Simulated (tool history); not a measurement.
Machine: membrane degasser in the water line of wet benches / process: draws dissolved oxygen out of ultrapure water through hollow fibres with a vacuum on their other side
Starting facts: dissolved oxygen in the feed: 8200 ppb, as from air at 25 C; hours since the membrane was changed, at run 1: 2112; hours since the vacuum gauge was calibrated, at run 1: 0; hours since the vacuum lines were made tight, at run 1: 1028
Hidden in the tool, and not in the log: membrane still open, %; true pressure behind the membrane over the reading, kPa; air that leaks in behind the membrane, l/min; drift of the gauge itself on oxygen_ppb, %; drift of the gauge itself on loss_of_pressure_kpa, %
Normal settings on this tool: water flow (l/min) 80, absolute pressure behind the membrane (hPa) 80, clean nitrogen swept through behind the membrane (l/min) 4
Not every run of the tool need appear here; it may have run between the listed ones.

run   hour  water flow (l/min)  absolute pressure behind the membrane (hPa)  clean nitrogen swept through behind the membrane (l/min)  hours since the membrane was changed  hours since the vacuum gauge was calibrated  hours since the vacuum lines were made tight  dissolved oxygen in the water behind the degasser (ppb)  pressure that the water loses in the fibres (hPa)
  1      0                  80                                           80                                                         4                                  2112                                            0                                          1028                                                    222.3                                              503.9
  2   71.8                  80                                           80                                                         4                                  2184                                           72                                          1100                                                    220.3                                              508.3
  3  147.9                  60                                           80                                                         4                                  2260                                          148                                          1176                                                      167                                              379.8
  4  225.3                  80                                           80                                                      9.98                                  2337                                          225                                          1253                                                    103.8                                              508.7
  5  290.7                  80                                           80                                                      9.98                                  2403                                          291                                          1319                                                    103.9                                              509.7
  6  339.7                  80                                           80                                                      9.98                                  2452                                          340                                          1368                                                    104.1                                              509.3
  7  387.3                  80                                           80                                                      9.98                                  2499                                          387                                          1415                                                    103.9                                              510.7
  8  422.2                  80                                           80                                                         4                                  2534                                          422                                          1450                                                    221.6                                              508.9
  9  461.3                  80                                           80                                                         4                                  2573                                          461                                          1489                                                    220.1                                              509.9
 10  526.6                  89                                           80                                                         4                                  2639                                          527                                          1555                                                    247.2                                              568.8
 11  597.5                  89                                           80                                                         4                                  2710                                          598                                          1625                                                    246.9                                              579.2
 12  644.9                 113                                          188                                                      3.19                                  2757                                          645                                          1673                                                   1046.8                                              726.7
 13  712.6                  96                                         59.8                                                      4.98                                  2825                                          713                                          1741                                                    140.2                                              618.8
 14  768.5                  96                                         59.8                                                      4.98                                  2881                                          768                                          1796                                                    141.9                                                616
     775.4  -- gauge calibrated
 15  816.2                  72                                         59.8                                                      3.48                                  2928                                          816                                          1844                                                    134.5                                              452.8

Predict each of these 4 candidate next runs independently; none follows another, all start after run 15:
  A  852.3                  80                                         99.6                                                         4                                  2964                                          852                                          1880                                                        ?                                                  ?
  B  852.3                  74                                         56.4                                                         4                                  2964                                          852                                          1880                                                        ?                                                  ?
  C  852.3                  88                                         65.3                                                         4                                  2964                                          852                                          1880                                                        ?                                                  ?
  D  852.3                  99                                           80                                                      10.3                                  2964                                          852                                          1880                                                        ?                                                  ?

run  dissolved oxygen in the water behind the degasser (ppb)  pressure that the water loses in the fibres (hPa)
  A                                                    303.4                                              505.4
  B                                                    110.3                                              466.1
  C                                                    176.5                                              556.4
  D                                                    133.7                                              621.2
With the hidden condition removed and each run's random variation left untouched, the same runs would have given:
run  dissolved oxygen in the water behind the degasser (ppb)  pressure that the water loses in the fibres (hPa)
  A                                                    303.4                                              504.2
  B                                                    110.3                                                465
  C                                                    176.5                                                555
  D                                                    133.7                                              619.7

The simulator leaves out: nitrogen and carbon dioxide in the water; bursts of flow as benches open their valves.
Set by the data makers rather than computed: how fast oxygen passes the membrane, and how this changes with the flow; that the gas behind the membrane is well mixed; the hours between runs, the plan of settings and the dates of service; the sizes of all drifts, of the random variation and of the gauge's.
